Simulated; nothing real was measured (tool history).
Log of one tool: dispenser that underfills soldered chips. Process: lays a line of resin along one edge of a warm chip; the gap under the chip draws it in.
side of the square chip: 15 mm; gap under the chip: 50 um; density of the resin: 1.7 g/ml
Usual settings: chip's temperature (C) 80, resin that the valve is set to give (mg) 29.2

run,hour,chip's temperature (C),resin that the valve is set to give (mg),time until the resin shows at the far edge (s),resin that the valve gave (mg)
1,0.0,80,29.2,381.9,27.79
2,11.4,80,29.2,307.1,28.02
3,22.1,80,29.2,482.2,28.01
4,30.8,80,29.2,373.7,27.98
5,38.0,80,29.2,499.3,27.81
6,46.8,80,29.2,381.2,27.52
7,56.1,80,29.2,299.4,27.40
8,64.7,78,29.2,452.8,27.28
9,72.7,78,29.2,323.7,29.28
10,83.8,78,29.2,509.4,29.22
11,93.5,80,26.4,379.0,26.38
12,100.0,80,26.4,482.1,26.06
13,109.9,69,26.4,608.5,26.12
14,120.4,69,26.4,517.1,25.76
15,128.1,80,31.8,426.6,31.18
16,139.4,80,29.2,366.4,28.52
17,146.0,80,29.2,477.9,28.41
18,152.4,80,29.2,326.1,28.29
19,158.4,83,33.9,375.6,32.89
20,164.2,83,33.9,248.0,32.78
21,173.3,83,33.9,361.6,33.00
22,179.5,82,29.2,263.3,28.18
23,189.1,80,34.9,411.6,33.86
24,196.2,79,35.9,303.7,34.60
25,204.7,79,35.9,423.6,34.22
26,213.1,65,33.8,597.3,32.26
27,217.7,66,37.1,687.8,35.40
28,222.2,77,37.1,517.0,35.54
29,228.8,71,37.6,465.8,35.71
30,235.4,67,27.6,767.0,26.18
31,245.7,78,29.8,379.7,28.24
32,252.7,80,29.8,456.4,28.00
33,257.8,80,29.8,310.2,28.17
34,264.4,80,29.8,391.1,28.09
35,270.7,85,27.6,430.4,25.84

Not shown: 18 entries that the log had between the listed runs. Between which runs, and how does the tool's hidden state differ before and after?
Between runs 1 and 2: new syringe of resin (hour 8.6)
  resin's viscosity, % of fresh resin's: 134.4 -> 110.5; dose that the valve gives, % of what is set: 95.96 -> 95.63; true chip temperature over the reading, C: -0.8 -> -0.82
  measured less the result without the state, time until the resin shows at the far edge (s): +108.7 -> +40.5; resin that the valve gave (mg): -1.17 -> -1.28
Between runs 3 and 4: new syringe of resin (hour 24.1)
  resin's viscosity, % of fresh resin's: 170.7 -> 132.2; dose that the valve gives, % of what is set: 95.31 -> 95.06; true chip temperature over the reading, C: -0.85 -> -0.86
  measured less the result without the state, time until the resin shows at the far edge (s): +211.6 -> +103.2; resin that the valve gave (mg): -1.37 -> -1.46
Between runs 5 and 6: new syringe of resin (hour 39.4)
  resin's viscosity, % of fresh resin's: 177.4 -> 133.8; dose that the valve gives, % of what is set: 94.82 -> 94.57; true chip temperature over the reading, C: -0.88 -> -0.9
  measured less the result without the state, time until the resin shows at the far edge (s): +230.1 -> +109.4; resin that the valve gave (mg): -1.51 -> -1.58
Between runs 6 and 7: new syringe of resin (hour 55.2)
  resin's viscosity, % of fresh resin's: 133.8 -> 104.5; dose that the valve gives, % of what is set: 94.57 -> 94.3; true chip temperature over the reading, C: -0.9 -> -0.92
  measured less the result without the state, time until the resin shows at the far edge (s): +109.4 -> +26.1; resin that the valve gave (mg): -1.58 -> -1.66
Between runs 8 and 9: dispensing valve cleaned and set on the balance (hour 69.2); new syringe of resin (hour 71.5)
  resin's viscosity, % of fresh resin's: 148.2 -> 105.4; dose that the valve gives, % of what is set: 94.04 -> 99.86; true chip temperature over the reading, C: -0.94 -> -0.95
  measured less the result without the state, time until the resin shows at the far edge (s): +162.0 -> +28.4; resin that the valve gave (mg): -1.73 -> -0.04
Between runs 10 and 11: new syringe of resin (hour 87.0)
  resin's viscosity, % of fresh resin's: 166 -> 129.7; dose that the valve gives, % of what is set: 99.51 -> 99.24; true chip temperature over the reading, C: -0.98 -> -1
  measured less the result without the state, time until the resin shows at the far edge (s): +215.2 -> +99.1; resin that the valve gave (mg): -0.14 -> -0.20
Between runs 12 and 13: new syringe of resin (hour 102.5)
  resin's viscosity, % of fresh resin's: 169 -> 134.3; dose that the valve gives, % of what is set: 99.03 -> 98.76; true chip temperature over the reading, C: -1.01 -> -1.03
  measured less the result without the state, time until the resin shows at the far edge (s): +209.1 -> +176.8; resin that the valve gave (mg): -0.26 -> -0.33
Between runs 13 and 14: new syringe of resin (hour 117.7)
  resin's viscosity, % of fresh resin's: 134.3 -> 112.3; dose that the valve gives, % of what is set: 98.76 -> 98.43; true chip temperature over the reading, C: -1.03 -> -1.06
  measured less the result without the state, time until the resin shows at the far edge (s): +176.8 -> +79.5; resin that the valve gave (mg): -0.33 -> -0.41
Between runs 15 and 16: new syringe of resin (hour 133.3)
  resin's viscosity, % of fresh resin's: 154.2 -> 129.9; dose that the valve gives, % of what is set: 98.2 -> 97.88; true chip temperature over the reading, C: -1.08 -> -1.1
  measured less the result without the state, time until the resin shows at the far edge (s): +162.5 -> +97.7; resin that the valve gave (mg): -0.57 -> -0.62
Between runs 17 and 18: new syringe of resin (hour 148.6)
  resin's viscosity, % of fresh resin's: 169.9 -> 115.7; dose that the valve gives, % of what is set: 97.67 -> 97.48; true chip temperature over the reading, C: -1.12 -> -1.13
  measured less the result without the state, time until the resin shows at the far edge (s): +210.1 -> +58.2; resin that the valve gave (mg): -0.68 -> -0.73
Between runs 19 and 20: new syringe of resin (hour 164.2)
  resin's viscosity, % of fresh resin's: 148.2 -> 100.3; dose that the valve gives, % of what is set: 97.29 -> 97.14; true chip temperature over the reading, C: -1.14 -> -1.16
  measured less the result without the state, time until the resin shows at the far edge (s): +134.1 -> +12.5; resin that the valve gave (mg): -0.92 -> -0.97
Between runs 21 and 22: new syringe of resin (hour 179.5)
  resin's viscosity, % of fresh resin's: 145.7 -> 100.5; dose that the valve gives, % of what is set: 96.83 -> 96.64; true chip temperature over the reading, C: -1.18 -> -1.19
  measured less the result without the state, time until the resin shows at the far edge (s): +125.5 -> +15.1; resin that the valve gave (mg): -1.08 -> -0.98
Between runs 23 and 24: new syringe of resin (hour 195.1)
  resin's viscosity, % of fresh resin's: 148.5 -> 103.6; dose that the valve gives, % of what is set: 96.35 -> 96.13; true chip temperature over the reading, C: -1.21 -> -1.22
  measured less the result without the state, time until the resin shows at the far edge (s): +148.4 -> +25.8; resin that the valve gave (mg): -1.28 -> -1.39
Between runs 25 and 26: new syringe of resin (hour 210.7)
  resin's viscosity, % of fresh resin's: 146.4 -> 111.5; dose that the valve gives, % of what is set: 95.86 -> 95.62; true chip temperature over the reading, C: -1.24 -> -1.26
  measured less the result without the state, time until the resin shows at the far edge (s): +149.4 -> +92.7; resin that the valve gave (mg): -1.48 -> -1.48
Between runs 28 and 29: new syringe of resin (hour 225.8)
  resin's viscosity, % of fresh resin's: 161.7 -> 114.7; dose that the valve gives, % of what is set: 95.34 -> 95.14; true chip temperature over the reading, C: -1.28 -> -1.3
  measured less the result without the state, time until the resin shows at the far edge (s): +214.8 -> +82.6; resin that the valve gave (mg): -1.74 -> -1.83
Between runs 30 and 31: new syringe of resin (hour 241.0)
  resin's viscosity, % of fresh resin's: 149.9 -> 120.5; dose that the valve gives, % of what is set: 94.95 -> 94.64; true chip temperature over the reading, C: -1.31 -> -1.33
  measured less the result without the state, time until the resin shows at the far edge (s): +289.6 -> +84.2; resin that the valve gave (mg): -1.39 -> -1.60
Between runs 32 and 33: new syringe of resin (hour 256.2)
  resin's viscosity, % of fresh resin's: 160.3 -> 105.6; dose that the valve gives, % of what is set: 94.45 -> 94.31; true chip temperature over the reading, C: -1.35 -> -1.36
  measured less the result without the state, time until the resin shows at the far edge (s): +189.7 -> +35.1; resin that the valve gave (mg): -1.65 -> -1.70
